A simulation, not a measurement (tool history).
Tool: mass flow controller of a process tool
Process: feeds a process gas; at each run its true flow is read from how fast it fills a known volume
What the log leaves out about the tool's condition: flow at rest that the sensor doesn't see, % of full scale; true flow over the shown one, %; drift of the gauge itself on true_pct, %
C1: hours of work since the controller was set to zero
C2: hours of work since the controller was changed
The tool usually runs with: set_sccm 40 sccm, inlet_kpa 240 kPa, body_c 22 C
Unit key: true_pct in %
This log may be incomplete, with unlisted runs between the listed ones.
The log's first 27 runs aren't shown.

{"run": 28, "hour": 8795.1, "set_sccm": 21, "inlet_kpa": 270, "body_c": 22, "C1": 251, "C2": 7777, "true_pct": 97.35}
{"run": 29, "hour": 9210.6, "set_sccm": 21, "inlet_kpa": 200, "body_c": 24, "C1": 503, "C2": 8029, "true_pct": 97.49}
{"run": 30, "hour": 9498.1, "set_sccm": 18, "inlet_kpa": 224, "body_c": 25, "C1": 678, "C2": 8204, "true_pct": 97.26}
{"run": 31, "hour": 9907.4, "set_sccm": 43, "inlet_kpa": 201, "body_c": 23, "C1": 927, "C2": 8453, "true_pct": 98.7}
{"run": 32, "hour": 10243.0, "set_sccm": 43, "inlet_kpa": 201, "body_c": 23, "C1": 1131, "C2": 8657, "true_pct": 98.59}
{"hour": 10345.6, "done": "gauge calibrated"}
{"run": 33, "hour": 10728.8, "set_sccm": 45, "inlet_kpa": 238, "body_c": 34, "C1": 1426, "C2": 8952, "true_pct": 100.17}
{"run": 34, "hour": 11114.3, "set_sccm": 47, "inlet_kpa": 240, "body_c": 34, "C1": 1660, "C2": 9186, "true_pct": 100.22}
{"run": 35, "hour": 11507.4, "set_sccm": 23, "inlet_kpa": 234, "body_c": 40, "C1": 1899, "C2": 9425, "true_pct": 99.12}
{"run": 36, "hour": 11773.2, "set_sccm": 23, "inlet_kpa": 234, "body_c": 40, "C1": 2060, "C2": 9586, "true_pct": 98.87}
{"run": 37, "hour": 12029.5, "set_sccm": 23, "inlet_kpa": 234, "body_c": 40, "C1": 2216, "C2": 9742, "true_pct": 98.88}
{"run": 38, "hour": 12392.8, "set_sccm": 18, "inlet_kpa": 258, "body_c": 21, "C1": 2437, "C2": 9963, "true_pct": 97.25}
{"run": 39, "hour": 12630.8, "set_sccm": 18, "inlet_kpa": 258, "body_c": 21, "C1": 2581, "C2": 10107, "true_pct": 97.15}
{"run": 40, "hour": 12844.9, "set_sccm": 16, "inlet_kpa": 239, "body_c": 27, "C1": 2711, "C2": 10237, "true_pct": 97.33}
{"run": 41, "hour": 13245.6, "set_sccm": 16, "inlet_kpa": 239, "body_c": 27, "C1": 2955, "C2": 10481, "true_pct": 97.35}
{"run": 42, "hour": 13581.3, "set_sccm": 15, "inlet_kpa": 197, "body_c": 22, "C1": 3159, "C2": 10685, "true_pct": 96.9}
{"run": 43, "hour": 14033.8, "set_sccm": 34, "inlet_kpa": 170, "body_c": 35, "C1": 3434, "C2": 10960, "true_pct": 99.09}
{"run": 44, "hour": 14437.0, "set_sccm": 32, "inlet_kpa": 253, "body_c": 22, "C1": 3679, "C2": 11205, "true_pct": 97.7}
{"run": 45, "hour": 14858.2, "set_sccm": 13, "inlet_kpa": 184, "body_c": 22, "C1": 3935, "C2": 11461, "true_pct": 96.61}
{"run": 46, "hour": 15104.8, "set_sccm": 44, "inlet_kpa": 193, "body_c": 22, "C1": 4085, "C2": 11610, "true_pct": 98.41}
{"run": 47, "hour": 15427.0, "set_sccm": 8, "inlet_kpa": 193, "body_c": 22, "C1": 4280, "C2": 11806, "true_pct": 96.11}

5 ways to go on from here, each from the tool as it stands after run 47. What would each give?
{"run": "A", "hour": 15708.4, "set_sccm": 24, "inlet_kpa": 147, "body_c": 30, "C1": 4451, "C2": 11977, "true_pct": "?"}
{"run": "B", "hour": 15708.4, "set_sccm": 24, "inlet_kpa": 193, "body_c": 30, "C1": 4451, "C2": 11977, "true_pct": "?"}
{"run": "C", "hour": 15708.4, "set_sccm": 7, "inlet_kpa": 193, "body_c": 22, "C1": 4451, "C2": 11977, "true_pct": "?"}
{"run": "D", "hour": 15708.4, "set_sccm": 8, "inlet_kpa": 169, "body_c": 36, "C1": 4451, "C2": 11977, "true_pct": "?"}
{"run": "E", "hour": 15708.4, "set_sccm": 40, "inlet_kpa": 240, "body_c": 32, "C1": 4451, "C2": 11977, "true_pct": "?"}

run=A true_pct=97.77
run=B true_pct=97.65
run=C true_pct=96.08
run=D true_pct=96.98
run=E true_pct=98.57
Without the tool's unlogged condition, the same runs would have read:
run=A true_pct=98.86
run=B true_pct=98.75
run=C true_pct=97.18
run=D true_pct=98.1
run=E true_pct=99.67

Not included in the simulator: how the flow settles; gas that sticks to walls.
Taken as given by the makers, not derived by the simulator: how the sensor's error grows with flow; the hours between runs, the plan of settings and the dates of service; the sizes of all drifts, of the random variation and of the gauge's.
